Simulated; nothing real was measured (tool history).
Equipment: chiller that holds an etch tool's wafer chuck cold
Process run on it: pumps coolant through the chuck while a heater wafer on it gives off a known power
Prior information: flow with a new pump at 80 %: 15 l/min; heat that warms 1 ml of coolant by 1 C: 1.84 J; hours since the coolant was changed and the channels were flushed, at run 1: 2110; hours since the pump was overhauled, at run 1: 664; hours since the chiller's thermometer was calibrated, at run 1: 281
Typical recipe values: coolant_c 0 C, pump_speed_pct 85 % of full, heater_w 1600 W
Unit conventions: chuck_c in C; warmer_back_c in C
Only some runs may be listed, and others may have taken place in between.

run   hour  coolant_c  pump_speed_pct  heater_w  hours since the coolant was changed and the channels were flushed  hours since the pump was overhauled  hours since the chiller's thermometer was calibrated  chuck_c  warmer_back_c
  1      0          0              85      1600                                                               2110                                  664                                                   281     18.4           3.35
  2   29.4          0              88      1600                                                               2139                                  694                                                   310     18.1           3.21
  3   66.3          0              88      1600                                                               2176                                  731                                                   347       18           3.21
  4   90.5          0              93      1600                                                               2200                                  755                                                   371     17.8           3.01
  5  109.2          0              93      1600                                                               2219                                  774                                                   390     17.6           3.02
  6  127.9          0              93      1600                                                               2238                                  792                                                   409     17.7           3.01
  7  150.2          0              85      1600                                                               2260                                  815                                                   431     18.5           3.33
  8  173.5          0              85      1600                                                               2283                                  838                                                   454     18.7           3.26
  9  208.3          0              85      1600                                                               2318                                  873                                                   489     18.6           3.29
 10  237.8          0              85      1600                                                               2348                                  902                                                   519     18.6           3.34
 11  263.2          0              85      1600                                                               2373                                  928                                                   544     18.8           3.29
 12  295.8          0              85      1600                                                               2405                                  960                                                   576     18.7           3.38
 13  320.1          0              85      1600                                                               2430                                  985                                                   601     18.7           3.32
 14  342.3          0              85      1600                                                               2452                                 1007                                                   623     18.9           3.34
 15  371.4          0              72      1600                                                               2481                                 1036                                                   652     20.5           4.03
 16  389.7          0              72      1600                                                               2499                                 1054                                                   670     20.6           3.97
 17  420.7          0              72      1600                                                               2530                                 1085                                                   701     20.7           4.02
 18  451.4          0              72      1600                                                               2561                                 1116                                                   732     20.6           3.96
 19  467.4          9              67      2388                                                               2577                                 1132                                                   748     41.2           6.46
 20    496          9              85      1630                                                               2606                                 1160                                                   777     28.1           3.42
 21  527.4         -6              68      1600                                                               2637                                 1192                                                   808     15.2           4.27
 22  561.7          0              85      1705                                                               2671                                 1226                                                   842     20.2            3.6
     569.5  -- coolant pump overhauled
 23  595.6          0              85      1705                                                               2700                                   26                                                   871     20.1           3.54
 24  622.1         -6              85      1395                                                               2727                                   53                                                   898     10.4           2.93
 25  639.2          8              85      1077                                                               2744                                   70                                                   915     20.5           2.22
     659.2  -- coolant pump overhauled, once more
 26  661.7         -4              81      1142                                                               2761                                    2                                                   932      9.5           2.47
 27  687.7         -4              81      1142                                                               2787                                   28                                                   958      9.5           2.48
 28  706.7          0              90      1600                                                               2806                                   47                                                   977     18.1           3.06
 29  724.9          0              78      1301                                                               2825                                   66                                                   996     15.9            2.9
 30  750.7          0              68      1399                                                               2850                                   91                                                  1021     18.7           3.64
 31  771.1          0              68      1534                                                               2871                                  112                                                  1042     20.4           4.01
 32    789          0              68      1534                                                               2889                                  130                                                  1060     20.3           3.94
 33  808.6          0              68      1534                                                               2908                                  149                                                  1079     20.3           3.99

The logged runs with the hidden state left out (each run's random variation unchanged):
Hidden conditions of the tool in this case: heat passed by the chuck's channels, % of clean ones'; flow at a given pump speed, % of a new pump's; coolant's true temperature over the reading, C; drift of the gauge itself on chuck_c, C; drift of the gauge itself on warmer_back_c, C.
run  chuck_c  warmer_back_c
  1     17.7            3.3
  2     17.4           3.16
  3     17.3           3.16
  4     17.1           2.96
  5     16.9           2.97
  6       17           2.96
  7     17.8           3.27
  8     17.9           3.21
  9     17.9           3.23
 10     17.8           3.28
 11       18           3.23
 12     17.8           3.31
 13     17.8           3.25
 14     18.1           3.28
 15     19.6           3.94
 16     19.7           3.89
 17     19.7           3.93
 18     19.6           3.87
 19     39.7           6.32
 20     27.2           3.34
 21     14.1           4.18
 22     19.1           3.51
 23       19           3.44
 24      9.5           2.85
 25     19.8           2.16
 26      8.9           2.47
 27        9           2.48
 28     17.3           3.06
 29     15.2            2.9
 30       18           3.64
 31     19.5           4.01
 32     19.4           3.93
 33     19.4           3.98
